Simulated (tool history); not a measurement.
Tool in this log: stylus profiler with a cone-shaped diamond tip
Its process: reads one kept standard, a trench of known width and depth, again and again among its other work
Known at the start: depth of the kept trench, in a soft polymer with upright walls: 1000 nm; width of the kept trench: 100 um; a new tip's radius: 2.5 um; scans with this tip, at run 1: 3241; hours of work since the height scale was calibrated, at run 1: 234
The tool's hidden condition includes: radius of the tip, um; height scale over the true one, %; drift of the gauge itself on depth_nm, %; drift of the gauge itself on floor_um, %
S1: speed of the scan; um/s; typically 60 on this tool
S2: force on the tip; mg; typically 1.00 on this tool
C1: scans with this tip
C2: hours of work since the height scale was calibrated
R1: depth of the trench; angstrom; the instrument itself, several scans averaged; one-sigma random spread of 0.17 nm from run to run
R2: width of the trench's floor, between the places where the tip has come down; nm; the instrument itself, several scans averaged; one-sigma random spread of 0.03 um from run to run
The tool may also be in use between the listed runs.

run	hour	S1	S2	C1	C2	R1	R2
1	0.0	60	1.00	3241	234	10080.0	93960
2	42.6	60	1.00	3607	260	10077.0	93780
3	88.1	60	1.00	4000	288	10077.5	93580
4	131.1	60	1.00	4370	315	10076.5	93440
5	169.9	60	1.00	4704	339	10076.0	93330
6	197.7	60	1.00	4943	356	10074.8	93300
7	244.8	60	1.00	5349	386	10075.9	93100
8	291.1	60	1.00	5748	414	10076.2	92920
9	318.9	60	1.00	5987	432	10078.3	92750
10	367.3	60	1.00	6404	462	10070.5	92710
11	410.9	60	1.00	6779	489	10070.1	92570
12	456.1	60	1.00	7169	517	10072.9	92440
13	492.7	60	1.00	7484	539	10072.0	92280
14	524.2	60	1.00	7755	559	10069.8	92190
15	567.8	60	1.00	8130	586	10067.1	92070
16	610.2	60	1.00	8495	612	10071.0	92030
17	637.6	60	1.00	8732	629	10069.0	91920
18	672.6	189	2.15	9033	651	10128.1	91290
# hour 698.4: new tip fitted, height scale calibrated
19	700.7	125	1.46	20	1	10101.1	95190
20	741.7	125	1.46	373	27	10101.6	94980
21	792.3	25	0.42	809	58	10041.9	95220
22	831.8	225	1.56	1149	83	10101.4	93970
23	855.4	40	1.00	1352	97	10075.3	94960
24	889.2	60	0.90	1644	118	10073.1	94620
25	928.1	46	0.45	1978	143	10039.0	94430
26	956.1	60	0.36	2220	160	10031.2	94090
27	998.7	74	1.78	2586	186	10111.9	94240
28	1033.9	74	1.78	2889	208	10111.5	94130
29	1079.8	17	0.48	3285	237	10042.2	94160

Branching from run 29: 3 alternative next runs. What would each branch give?
A	1120.0	73	1.02	3631	262	?	?
B	1120.0	50	1.74	3631	262	?	?
C	1120.0	177	1.00	3631	262	?	?

run	R1	R2
A	10070.7	93620
B	10111.7	93900
C	10070.9	92770
Without the tool's unlogged condition, the same runs would have read:
run	R1	R2
A	10082.4	95410
B	10123.4	95690
C	10082.5	94560
